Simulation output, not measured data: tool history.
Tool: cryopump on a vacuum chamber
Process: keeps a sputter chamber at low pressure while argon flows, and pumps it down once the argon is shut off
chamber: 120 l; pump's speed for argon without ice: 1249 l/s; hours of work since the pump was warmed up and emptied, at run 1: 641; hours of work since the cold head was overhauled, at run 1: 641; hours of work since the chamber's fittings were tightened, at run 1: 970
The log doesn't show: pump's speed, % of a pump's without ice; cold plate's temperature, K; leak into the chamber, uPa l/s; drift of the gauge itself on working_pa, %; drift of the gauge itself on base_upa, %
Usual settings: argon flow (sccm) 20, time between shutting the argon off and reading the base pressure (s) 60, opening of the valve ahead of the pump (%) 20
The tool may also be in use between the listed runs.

run,hour,argon flow (sccm),time between shutting the argon off and reading the base pressure (s),opening of the valve ahead of the pump (%),hours of work since the pump was warmed up and emptied,hours of work since the cold head was overhauled,hours of work since the chamber's fittings were tightened,pressure while argon flows (Pa),pressure after the wait (uPa)
1,0.0,20,60,20,641,641,970,0.1393,2.42
2,59.5,20,60,20,682,682,1011,0.1405,2.52
3,121.2,20,60,20,725,725,1054,0.1402,2.50
4,200.1,20,60,20,779,779,1108,0.1413,2.62
5,278.5,20,60,20,833,833,1163,0.1432,2.66
# hour 347.8: pump warmed up, emptied and cooled again
6,372.8,20,61,20,17,895,1224,0.1367,2.40
7,410.6,20,60,20,43,921,1251,0.1348,2.46
8,480.1,20,60,19,92,969,1299,0.1427,2.51
9,564.7,20,60,19,150,1028,1357,0.1439,2.60
10,624.1,20,60,20,191,1069,1398,0.1366,2.73
11,688.6,20,60,16,236,1113,1443,0.1710,2.66
12,764.8,20,60,16,288,1166,1495,0.1705,2.75
13,816.9,20,60,20,324,1202,1532,0.1390,2.78
14,862.7,20,60,20,356,1234,1563,0.1368,2.84
15,913.4,20,60,20,391,1269,1598,0.1388,2.90
16,998.3,20,60,16,450,1328,1657,0.1726,2.91
17,1065.6,20,60,16,496,1374,1704,0.1741,3.03
18,1140.2,20,60,16,548,1426,1755,0.1738,3.09
19,1201.1,20,42,21,590,1468,1797,0.1338,3.70
20,1274.6,21,237,16,641,1519,1848,0.1824,2.27
21,1363.5,20,63,19,702,1580,1910,0.1480,3.18
22,1404.2,20,230,20,731,1608,1938,0.1421,2.40
23,1479.8,20,230,20,783,1661,1990,0.1411,2.54
24,1554.6,18,60,15,835,1712,2042,0.1683,3.56
# hour 1617.0: pump warmed up, emptied and cooled again
25,1618.6,20,43,20,1,1753,2083,0.1354,3.65

The next listed run, before its measurement:
26,1659.1,30,60,16,29,1781,2111,?,?

{"run 26": {"pressure while argon flows (Pa)": 0.2552, "pressure after the wait (uPa)": 3.29}}
Without the tool's hidden state the same run would have given pressure while argon flows (Pa) 0.2539, pressure after the wait (uPa) 1.60.
